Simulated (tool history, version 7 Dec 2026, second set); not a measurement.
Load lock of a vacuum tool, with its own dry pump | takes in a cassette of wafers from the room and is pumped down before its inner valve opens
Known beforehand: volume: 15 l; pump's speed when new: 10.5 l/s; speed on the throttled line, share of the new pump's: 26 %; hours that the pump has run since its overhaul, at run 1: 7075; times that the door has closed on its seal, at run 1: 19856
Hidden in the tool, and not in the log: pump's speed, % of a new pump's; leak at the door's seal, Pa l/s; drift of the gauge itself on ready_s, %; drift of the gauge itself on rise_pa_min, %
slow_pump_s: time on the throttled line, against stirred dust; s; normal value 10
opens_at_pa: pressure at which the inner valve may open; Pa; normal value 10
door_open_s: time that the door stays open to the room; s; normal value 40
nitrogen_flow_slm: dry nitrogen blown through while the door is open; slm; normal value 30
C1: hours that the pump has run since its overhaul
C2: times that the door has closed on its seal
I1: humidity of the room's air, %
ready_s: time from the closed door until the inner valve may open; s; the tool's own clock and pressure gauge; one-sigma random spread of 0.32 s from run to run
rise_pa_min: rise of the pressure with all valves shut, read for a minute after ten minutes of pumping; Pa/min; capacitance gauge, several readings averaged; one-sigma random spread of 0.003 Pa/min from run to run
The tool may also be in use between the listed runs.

run 1 hour=0.0 | slow_pump_s=10 opens_at_pa=10 door_open_s=40 nitrogen_flow_slm=30 | C1=7075 C2=19856 | I1=44.9 | ready_s=20.8 rise_pa_min=0.026
run 2 hour=75.1 | slow_pump_s=10 opens_at_pa=10 door_open_s=40 nitrogen_flow_slm=30 | C1=7150 C2=20000 | I1=46.7 | ready_s=20.5 rise_pa_min=0.026
run 3 hour=174.4 | slow_pump_s=10 opens_at_pa=10 door_open_s=121 nitrogen_flow_slm=30 | C1=7249 C2=20189 | I1=44.4 | ready_s=20.1 rise_pa_min=0.044
run 4 hour=298.8 | slow_pump_s=10 opens_at_pa=10 door_open_s=121 nitrogen_flow_slm=30 | C1=7374 C2=20427 | I1=43.9 | ready_s=20.5 rise_pa_min=0.039
run 5 hour=437.9 | slow_pump_s=10 opens_at_pa=10 door_open_s=40 nitrogen_flow_slm=30 | C1=7513 C2=20692 | I1=43.9 | ready_s=20.5 rise_pa_min=0.031
run 6 hour=576.1 | slow_pump_s=10 opens_at_pa=10 door_open_s=40 nitrogen_flow_slm=30 | C1=7651 C2=20956 | I1=42.4 | ready_s=20.4 rise_pa_min=0.022
run 7 hour=659.5 | slow_pump_s=10 opens_at_pa=10 door_open_s=40 nitrogen_flow_slm=30 | C1=7734 C2=21115 | I1=43.1 | ready_s=21.0 rise_pa_min=0.028
run 8 hour=779.5 | slow_pump_s=10 opens_at_pa=10 door_open_s=40 nitrogen_flow_slm=37 | C1=7854 C2=21344 | I1=41.3 | ready_s=20.5 rise_pa_min=0.020
run 9 hour=917.9 | slow_pump_s=10 opens_at_pa=10 door_open_s=40 nitrogen_flow_slm=4 | C1=7993 C2=21608 | I1=44.2 | ready_s=20.5 rise_pa_min=0.050
run 10 hour=1019.4 | slow_pump_s=10 opens_at_pa=10 door_open_s=40 nitrogen_flow_slm=4 | C1=8094 C2=21802 | I1=45.2 | ready_s=20.2 rise_pa_min=0.045
run 11 hour=1113.5 | slow_pump_s=10 opens_at_pa=10 door_open_s=40 nitrogen_flow_slm=6 | C1=8188 C2=21982 | I1=45.4 | ready_s=20.4 rise_pa_min=0.052
run 12 hour=1243.5 | slow_pump_s=10 opens_at_pa=19 door_open_s=40 nitrogen_flow_slm=6 | C1=8318 C2=22230 | I1=45.6 | ready_s=19.8 rise_pa_min=0.045
run 13 hour=1360.6 | slow_pump_s=10 opens_at_pa=10 door_open_s=40 nitrogen_flow_slm=30 | C1=8435 C2=22454 | I1=47.1 | ready_s=20.8 rise_pa_min=0.032
run 14 hour=1436.7 | slow_pump_s=10 opens_at_pa=10 door_open_s=40 nitrogen_flow_slm=30 | C1=8511 C2=22599 | I1=46.4 | ready_s=20.9 rise_pa_min=0.035
run 15 hour=1594.9 | slow_pump_s=10 opens_at_pa=10 door_open_s=40 nitrogen_flow_slm=30 | C1=8670 C2=22901 | I1=46.6 | ready_s=20.7 rise_pa_min=0.027
run 16 hour=1699.0 | slow_pump_s=8 opens_at_pa=10 door_open_s=40 nitrogen_flow_slm=30 | C1=8774 C2=23100 | I1=45.3 | ready_s=19.5 rise_pa_min=0.023
run 17 hour=1828.5 | slow_pump_s=8 opens_at_pa=10 door_open_s=40 nitrogen_flow_slm=30 | C1=8903 C2=23347 | I1=45.0 | ready_s=19.3 rise_pa_min=0.027
run 18 hour=1974.8 | slow_pump_s=8 opens_at_pa=10 door_open_s=40 nitrogen_flow_slm=30 | C1=9050 C2=23626 | I1=41.8 | ready_s=19.0 rise_pa_min=0.023
run 19 hour=2111.7 | slow_pump_s=6 opens_at_pa=11 door_open_s=39 nitrogen_flow_slm=13 | C1=9186 C2=23888 | I1=44.5 | ready_s=17.9 rise_pa_min=0.039
run 20 hour=2286.5 | slow_pump_s=6 opens_at_pa=11 door_open_s=39 nitrogen_flow_slm=13 | C1=9361 C2=24221 | I1=45.3 | ready_s=17.3 rise_pa_min=0.043
-- hour=2371.0 door's seal changed, seat wiped
run 21 hour=2429.6 | slow_pump_s=6 opens_at_pa=11 door_open_s=39 nitrogen_flow_slm=13 | C1=9503 C2=112 | I1=43.8 | ready_s=17.7 rise_pa_min=0.038
run 22 hour=2577.1 | slow_pump_s=10 opens_at_pa=10 door_open_s=32 nitrogen_flow_slm=30 | C1=9650 C2=393 | I1=43.0 | ready_s=21.0 rise_pa_min=0.019
run 23 hour=2747.6 | slow_pump_s=10 opens_at_pa=10 door_open_s=32 nitrogen_flow_slm=30 | C1=9821 C2=719 | I1=43.2 | ready_s=20.8 rise_pa_min=0.020
run 24 hour=2854.1 | slow_pump_s=6 opens_at_pa=19 door_open_s=145 nitrogen_flow_slm=13 | C1=9927 C2=922 | I1=42.9 | ready_s=16.4 rise_pa_min=0.065
run 25 hour=2965.2 | slow_pump_s=6 opens_at_pa=19 door_open_s=145 nitrogen_flow_slm=13 | C1=10038 C2=1134 | I1=42.7 | ready_s=16.4 rise_pa_min=0.065
run 26 hour=3073.0 | slow_pump_s=6 opens_at_pa=19 door_open_s=46 nitrogen_flow_slm=13 | C1=10146 C2=1340 | I1=47.6 | ready_s=16.7 rise_pa_min=0.040
run 27 hour=3240.4 | slow_pump_s=6 opens_at_pa=11 door_open_s=33 nitrogen_flow_slm=26 | C1=10314 C2=1660 | I1=41.0 | ready_s=18.0 rise_pa_min=0.023

Each row is a separate what-if for the run after 27, all from the same tool condition, not one after another. Results?
run A hour=3372.2 | slow_pump_s=9 opens_at_pa=9 door_open_s=89 nitrogen_flow_slm=30 | C1=10445 C2=1912 | I1=47.7 | ready_s=? rise_pa_min=?
run B hour=3372.2 | slow_pump_s=18 opens_at_pa=13 door_open_s=33 nitrogen_flow_slm=26 | C1=10445 C2=1912 | I1=46.1 | ready_s=? rise_pa_min=?
run C hour=3372.2 | slow_pump_s=10 opens_at_pa=10 door_open_s=40 nitrogen_flow_slm=19 | C1=10445 C2=1912 | I1=43.7 | ready_s=? rise_pa_min=?
run D hour=3372.2 | slow_pump_s=7 opens_at_pa=8 door_open_s=33 nitrogen_flow_slm=5 | C1=10445 C2=1912 | I1=46.7 | ready_s=? rise_pa_min=?
run E hour=3372.2 | slow_pump_s=6 opens_at_pa=18 door_open_s=33 nitrogen_flow_slm=11 | C1=10445 C2=1912 | I1=45.5 | ready_s=? rise_pa_min=?

run=A ready_s=19.7 rise_pa_min=0.036
run=B ready_s=25.7 rise_pa_min=0.032
run=C ready_s=20.6 rise_pa_min=0.032
run=D ready_s=18.8 rise_pa_min=0.052
run=E ready_s=16.6 rise_pa_min=0.035
Stripped of hidden state, with their random variation kept, the same runs would have yielded:
run=A ready_s=19.7 rise_pa_min=0.036
run=B ready_s=25.7 rise_pa_min=0.032
run=C ready_s=20.6 rise_pa_min=0.032
run=D ready_s=18.8 rise_pa_min=0.052
run=E ready_s=16.6 rise_pa_min=0.035
